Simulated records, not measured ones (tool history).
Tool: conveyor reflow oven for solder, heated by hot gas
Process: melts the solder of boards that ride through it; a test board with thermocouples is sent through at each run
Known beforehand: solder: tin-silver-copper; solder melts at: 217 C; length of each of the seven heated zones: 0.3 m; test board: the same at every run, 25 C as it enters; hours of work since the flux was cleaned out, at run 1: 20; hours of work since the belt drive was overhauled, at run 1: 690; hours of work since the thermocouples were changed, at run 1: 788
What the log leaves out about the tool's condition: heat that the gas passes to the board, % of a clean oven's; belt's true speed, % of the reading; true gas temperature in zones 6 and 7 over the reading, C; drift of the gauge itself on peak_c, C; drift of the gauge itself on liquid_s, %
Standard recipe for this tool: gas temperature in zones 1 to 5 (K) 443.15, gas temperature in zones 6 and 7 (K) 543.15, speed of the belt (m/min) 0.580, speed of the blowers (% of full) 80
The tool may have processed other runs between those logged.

run     day  gas temperature in zones 1 to 5 (K)  gas temperature in zones 6 and 7 (K)  speed of the belt (m/min)  speed of the blowers (% of full)  hours of work since the flux was cleaned out  hours of work since the belt drive was overhauled  hours of work since the thermocouples were changed  highest temperature of the board (K)  time above the solder's melting point (s)
  1   0.000                               443.15                                543.15                      0.580                                80                                            20                                                690                                                 788                                529.65                                       48.8
      1.046  -- thermocouples of zones 6 and 7 changed
  2   2.392                               443.15                                543.15                      0.580                                80                                            59                                                728                                                  22                                528.65                                       48.2
  3   4.829                               443.15                                543.15                      0.580                                55                                            99                                                768                                                  62                                524.45                                       44.9
  4   6.462                               443.15                                543.15                      0.627                                80                                           126                                                795                                                  89                                526.25                                       42.7
  5   8.217                               443.15                                543.15                      0.627                                80                                           155                                                824                                                 118                                525.75                                       42.1
      8.988  -- flux residue cleaned out of gas plates and filters
  6   9.575                               443.15                                543.15                      0.627                                80                                            10                                                843                                                 137                                526.45                                       42.8
  7  11.967                               443.15                                543.15                      0.627                                80                                            49                                                883                                                 177                                526.35                                       42.9
  8  13.862                               443.15                                543.15                      0.627                                80                                            80                                                914                                                 208                                526.35                                       43.3
  9  16.029                               443.15                                543.15                      0.580                                81                                           116                                                950                                                 244                                528.95                                       48.6
 10  17.279                               448.15                                543.15                      0.580                                80                                           137                                                970                                                 264                                529.45                                       50.1
 11  18.571                               448.15                                543.15                      0.580                                80                                           158                                                992                                                 286                                529.35                                       50.0
     19.175  -- flux residue cleaned out of gas plates and filters
 12  20.488                               448.15                                543.15                      0.580                                80                                            22                                               1020                                                 314                                530.35                                       51.0
 13  22.554                               448.15                                543.15                      0.580                                80                                            56                                               1054                                                 348                                530.35                                       50.8
 14  23.933                               448.15                                543.15                      0.580                                80                                            79                                               1077                                                 371                                530.15                                       51.2
 15  25.975                               431.15                                543.15                      0.580                                80                                           112                                               1110                                                 404                                527.55                                       45.0
 16  27.208                               439.15                                543.15                      0.580                                80                                           133                                               1131                                                 425                                528.65                                       47.8
 17  28.854                               439.15                                538.15                      0.580                                69                                           160                                               1158                                                 452                                522.45                                       43.6
     29.279  -- flux residue cleaned out of gas plates and filters
 18  31.446                               443.15                                543.15                      0.640                                80                                            36                                               1197                                                 491                                526.45                                       42.4
 19  33.929                               444.15                                543.15                      0.640                                86                                            77                                               1238                                                 532                                527.35                                       43.5
 20  36.279                               444.15                                543.15                      0.640                                86                                           116                                               1277                                                 571                                527.35                                       43.3
 21  37.708                               456.15                                548.15                      0.636                                80                                           139                                               1300                                                 595                                533.35                                       49.7
 22  39.071                               431.15                                557.15                      0.643                                58                                           162                                               1323                                                 617                                531.55                                       41.5
     39.467  -- flux residue cleaned out of gas plates and filters
 23  41.854                               431.15                                557.15                      0.643                                58                                            39                                               1365                                                 660                                532.35                                       42.3
 24  44.438                               442.15                                557.15                      0.470                                58                                            82                                               1408                                                 702                                546.05                                       70.7
 25  46.721                               442.15                                557.15                      0.470                                58                                           120                                               1446                                                 740                                546.05                                       70.4
 26  47.888                               443.15                                546.15                      0.580                                66                                           139                                               1465                                                 759                                530.45                                       49.8
     49.662  -- flux residue cleaned out of gas plates and filters
 27  49.933                               443.15                                557.15                      0.483                                66                                             4                                               1495                                                 790                                546.75                                       69.4
     50.867  -- thermocouples of zones 6 and 7 changed
 28  51.925                               443.15                                557.15                      0.483                                66                                            36                                               1527                                                  17                                544.95                                       68.5
 29  53.671                               443.15                                557.15                      0.483                                66                                            65                                               1556                                                  46                                544.75                                       68.4

Alternative continuations, all from the tool just after run 29; predict every row:
  A  54.879                               443.15                                554.15                      0.630                                65                                            85                                               1576                                                  66                                     ?                                          ?
  B  54.879                               443.15                                543.15                      0.664                                53                                            85                                               1576                                                  66                                     ?                                          ?
  C  54.879                               441.15                                543.15                      0.493                                60                                            85                                               1576                                                  66                                     ?                                          ?
  D  54.879                               443.15                                536.15                      0.693                                65                                            85                                               1576                                                  66                                     ?                                          ?
  E  54.879                               443.15                                557.15                      0.668                                66                                            85                                               1576                                                  66                                     ?                                          ?

run  highest temperature of the board (K)  time above the solder's melting point (s)
  A                                533.05                                       46.7
  B                                518.75                                       35.5
  C                                530.35                                       58.3
  D                                513.95                                       30.8
  E                                533.45                                       44.0
Stripped of hidden state, with their random variation kept, the same runs would have yielded:
run  highest temperature of the board (K)  time above the solder's melting point (s)
  A                                532.65                                       44.8
  B                                518.25                                       33.7
  C                                530.25                                       56.1
  D                                513.65                                       29.3
  E                                532.95                                       42.2
